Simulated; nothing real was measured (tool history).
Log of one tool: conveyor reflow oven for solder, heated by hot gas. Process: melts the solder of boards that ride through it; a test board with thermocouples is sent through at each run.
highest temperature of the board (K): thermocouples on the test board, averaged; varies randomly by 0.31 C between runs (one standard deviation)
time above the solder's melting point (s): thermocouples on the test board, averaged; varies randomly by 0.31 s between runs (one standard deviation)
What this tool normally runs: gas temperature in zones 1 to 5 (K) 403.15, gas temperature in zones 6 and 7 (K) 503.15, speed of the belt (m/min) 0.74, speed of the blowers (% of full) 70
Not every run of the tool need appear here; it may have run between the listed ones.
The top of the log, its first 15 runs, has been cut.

run    hour  gas temperature in zones 1 to 5 (K)  gas temperature in zones 6 and 7 (K)  speed of the belt (m/min)  speed of the blowers (% of full)  highest temperature of the board (K)  time above the solder's melting point (s)
 16   920.4                               403.15                                503.15                       0.74                                74                                484.15                                       41.1
      940.9  -- thermocouples of zones 6 and 7 changed
 17   992.2                               403.15                                493.15                      0.808                                60                                468.05                                       19.7
 18  1067.3                               388.15                                493.15                      0.808                                58                                462.75                                       11.3
     1095.3  -- flux residue cleaned out of gas plates and filters
 19  1128.3                               393.15                                516.15                      0.808                                78                                490.35                                       39.1
 20  1183.8                               397.15                                516.15                      0.674                                78                                498.05                                       54.9
 21  1260.7                               414.15                                516.15                      0.677                                69                                498.15                                       59.1
 22  1314.5                               414.15                                516.15                      0.677                                69                                498.05                                       58.6
     1349.1  -- flux residue cleaned out of gas plates and filters
 23  1353.7                               403.15                                503.15                       0.69                                70                                484.95                                       45.1
     1370.1  -- belt drive overhauled, speed set with a stopwatch
 24  1436.9                               406.15                                503.15                       0.69                                54                                480.55                                       40.7
 25  1511.2                               406.15                                513.15                      0.605                                54                                493.95                                       59.4
 26  1555.2                               406.15                                516.15                      0.711                                54                                489.85                                       48.2
     1606.1  -- flux residue cleaned out of gas plates and filters
 27  1606.4                               410.15                                496.15                      0.594                                80                                485.95                                       57.8

Forecast run 28:
 28  1662.2                               410.15                                506.15                      0.594                                65                                     ?                                          ?

highest temperature of the board (K): 492.55
time above the solder's melting point (s): 62.1
Without the tool's hidden state the same run would have given highest temperature of the board (K) 492.55, time above the solder's melting point (s) 62.

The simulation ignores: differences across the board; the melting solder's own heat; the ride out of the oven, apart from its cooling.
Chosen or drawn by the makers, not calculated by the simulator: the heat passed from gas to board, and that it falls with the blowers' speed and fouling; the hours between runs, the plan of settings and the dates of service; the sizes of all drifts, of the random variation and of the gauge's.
